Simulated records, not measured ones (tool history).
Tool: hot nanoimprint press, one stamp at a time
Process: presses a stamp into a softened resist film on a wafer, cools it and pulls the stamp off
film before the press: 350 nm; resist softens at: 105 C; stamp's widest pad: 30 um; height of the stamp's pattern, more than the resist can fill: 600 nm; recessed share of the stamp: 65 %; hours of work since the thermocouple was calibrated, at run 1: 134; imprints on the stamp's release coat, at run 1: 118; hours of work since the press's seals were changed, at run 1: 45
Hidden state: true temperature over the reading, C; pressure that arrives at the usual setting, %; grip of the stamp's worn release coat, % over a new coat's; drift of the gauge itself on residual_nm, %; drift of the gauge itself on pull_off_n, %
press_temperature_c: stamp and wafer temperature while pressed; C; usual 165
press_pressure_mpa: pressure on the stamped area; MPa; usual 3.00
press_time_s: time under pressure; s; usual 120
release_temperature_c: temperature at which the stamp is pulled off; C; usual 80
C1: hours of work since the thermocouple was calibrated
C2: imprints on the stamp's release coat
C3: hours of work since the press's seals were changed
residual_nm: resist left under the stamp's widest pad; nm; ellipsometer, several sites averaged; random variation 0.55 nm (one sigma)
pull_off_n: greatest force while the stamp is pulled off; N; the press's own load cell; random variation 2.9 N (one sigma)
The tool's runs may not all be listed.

Run 1, hour 0.0: usual settings; C1 134; C2 118; C3 45. Result: residual_nm 147.8 nm, pull_off_n 133 N.
Run 2, hour 7.2: usual settings but press_temperature_c 172 C; C1 137; C2 127; C3 48. Result: residual_nm 117.3 nm, pull_off_n 139 N.
Run 3, hour 12.5: usual settings but press_temperature_c 156 C; C1 139; C2 134; C3 50. Result: residual_nm 199.4 nm, pull_off_n 140 N.
Run 4, hour 18.2: usual settings but press_temperature_c 157 C; C1 142; C2 141; C3 53. Result: residual_nm 192.9 nm, pull_off_n 138 N.
Run 5, hour 28.7: usual settings; C1 146; C2 153; C3 57. Result: residual_nm 148.5 nm, pull_off_n 138 N.
Run 6, hour 36.2: usual settings; C1 149; C2 163; C3 60. Result: residual_nm 147.1 nm, pull_off_n 137 N.
Run 7, hour 45.3: usual settings; C1 153; C2 174; C3 64. Result: residual_nm 149.1 nm, pull_off_n 135 N.
Run 8, hour 55.5: usual settings but press_temperature_c 154 C; C1 157; C2 186; C3 68. Result: residual_nm 212.3 nm, pull_off_n 134 N.
Run 9, hour 67.9: usual settings but press_temperature_c 154 C; C1 162; C2 201; C3 73. Result: residual_nm 213.5 nm, pull_off_n 141 N.
Run 10, hour 76.7: usual settings but press_temperature_c 171 C; C1 165; C2 212; C3 76. Result: residual_nm 121.7 nm, pull_off_n 136 N.
Run 11, hour 89.2: usual settings but release_temperature_c 83 C; C1 170; C2 228; C3 81. Result: residual_nm 147.8 nm, pull_off_n 137 N.
Run 12, hour 100.9: usual settings but release_temperature_c 83 C; C1 175; C2 242; C3 86. Result: residual_nm 148.9 nm, pull_off_n 133 N.
Run 13, hour 110.4: usual settings but release_temperature_c 83 C; C1 179; C2 254; C3 90. Result: residual_nm 148.6 nm, pull_off_n 135 N.
Run 14, hour 117.8: usual settings but release_temperature_c 83 C; C1 182; C2 263; C3 93. Result: residual_nm 148.9 nm, pull_off_n 141 N.
Run 15, hour 126.7: usual settings but release_temperature_c 84 C; C1 185; C2 274; C3 96. Result: residual_nm 149.3 nm, pull_off_n 137 N.
Run 16, hour 136.4: usual settings but press_temperature_c 164 C, press_pressure_mpa 3.78 MPa, press_time_s 100 s, release_temperature_c 74 C; C1 189; C2 285; C3 100. Result: residual_nm 145.8 nm, pull_off_n 147 N.
Run 17, hour 142.0: usual settings but press_temperature_c 164 C, press_pressure_mpa 3.78 MPa, press_time_s 100 s, release_temperature_c 74 C; C1 191; C2 292; C3 102. Result: residual_nm 147.2 nm, pull_off_n 149 N.

The next listed run, before its measurement:
Run 18, hour 153.0: usual settings but press_pressure_mpa 3.24 MPa, release_temperature_c 65 C; C1 196; C2 306; C3 107. Result: residual_nm ?, pull_off_n ?.

{"run 18": {"residual_nm": 142.8, "pull_off_n": 159}}
Without the tool's hidden state the same run would have given residual_nm 142.6 nm, pull_off_n 151 N.
